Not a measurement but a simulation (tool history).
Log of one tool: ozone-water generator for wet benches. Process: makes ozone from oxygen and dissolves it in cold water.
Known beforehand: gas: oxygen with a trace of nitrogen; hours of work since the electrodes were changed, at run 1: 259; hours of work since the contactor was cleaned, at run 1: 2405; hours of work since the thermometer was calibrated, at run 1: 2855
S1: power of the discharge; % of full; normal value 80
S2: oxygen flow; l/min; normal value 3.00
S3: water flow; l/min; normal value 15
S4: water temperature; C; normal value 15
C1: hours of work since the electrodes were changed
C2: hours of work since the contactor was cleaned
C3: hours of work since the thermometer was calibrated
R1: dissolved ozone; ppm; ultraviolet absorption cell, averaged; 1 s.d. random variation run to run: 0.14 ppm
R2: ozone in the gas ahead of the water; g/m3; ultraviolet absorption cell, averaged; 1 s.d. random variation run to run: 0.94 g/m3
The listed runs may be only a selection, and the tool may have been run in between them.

| run | hour | S1 | S2 | S3 | S4 | C1 | C2 | C3 | R1 | R2 |
|---|---|---|---|---|---|---|---|---|---|---|
| 1 | 0.0 | 80 | 3.00 | 15 | 15 | 259 | 2405 | 2855 | 16.1 | 158.6 |
| 2 | 77.3 | 80 | 3.00 | 15 | 15 | 329 | 2475 | 2924 | 16.2 | 157.6 |
| 3 | 149.8 | 80 | 3.00 | 15 | 15 | 394 | 2540 | 2990 | 16.2 | 159.8 |
| 4 | 233.9 | 80 | 3.00 | 15 | 15 | 469 | 2615 | 3065 | 16.2 | 157.7 |
| 5 | 287.2 | 80 | 3.00 | 15 | 15 | 517 | 2663 | 3113 | 16.4 | 158.3 |
| 6 | 389.6 | 80 | 3.00 | 15 | 15 | 609 | 2755 | 3205 | 16.2 | 158.1 |
| 7 | 460.7 | 80 | 3.00 | 15 | 15 | 673 | 2819 | 3269 | 15.9 | 158.1 |
| 8 | 518.7 | 80 | 2.00 | 15 | 15 | 725 | 2871 | 3321 | 15.6 | 197.7 |
|  | 602.0 | water thermometer calibrated |
| 9 | 616.5 | 80 | 2.00 | 15 | 15 | 813 | 2959 | 13 | 15.1 | 199.3 |
| 10 | 712.7 | 80 | 4.92 | 10 | 15 | 899 | 3045 | 99 | 20.5 | 119.0 |
| 11 | 757.0 | 80 | 3.81 | 10 | 15 | 939 | 3085 | 139 | 21.4 | 136.0 |
| 12 | 828.6 | 80 | 3.81 | 10 | 15 | 1003 | 3149 | 204 | 21.4 | 136.1 |
| 13 | 881.1 | 80 | 3.81 | 10 | 15 | 1050 | 3196 | 251 | 21.1 | 135.6 |
| 14 | 947.0 | 80 | 4.77 | 15 | 15 | 1109 | 3256 | 310 | 16.0 | 119.4 |
| 15 | 1038.9 | 80 | 3.67 | 15 | 10 | 1192 | 3338 | 392 | 17.2 | 138.6 |

Predict each of these 4 candidate next runs independently; none follows another, all start after run 15:
| A | 1134.3 | 80 | 3.67 | 10 | 10 | 1278 | 3424 | 478 | ? | ? |
| B | 1134.3 | 80 | 3.00 | 21 | 15 | 1278 | 3424 | 478 | ? | ? |
| C | 1134.3 | 80 | 3.00 | 19 | 15 | 1278 | 3424 | 478 | ? | ? |
| D | 1134.3 | 80 | 3.33 | 15 | 20 | 1278 | 3424 | 478 | ? | ? |

| run | R1 | R2 |
|---|---|---|
| A | 23.2 | 140.6 |
| B | 12.4 | 155.9 |
| C | 13.4 | 154.5 |
| D | 15.2 | 147.1 |
Stripped of hidden state, with their random variation kept, the same runs would have yielded:
| run | R1 | R2 |
|---|---|---|
| A | 23.2 | 143.5 |
| B | 12.4 | 159.2 |
| C | 13.4 | 157.7 |
| D | 15.3 | 150.2 |
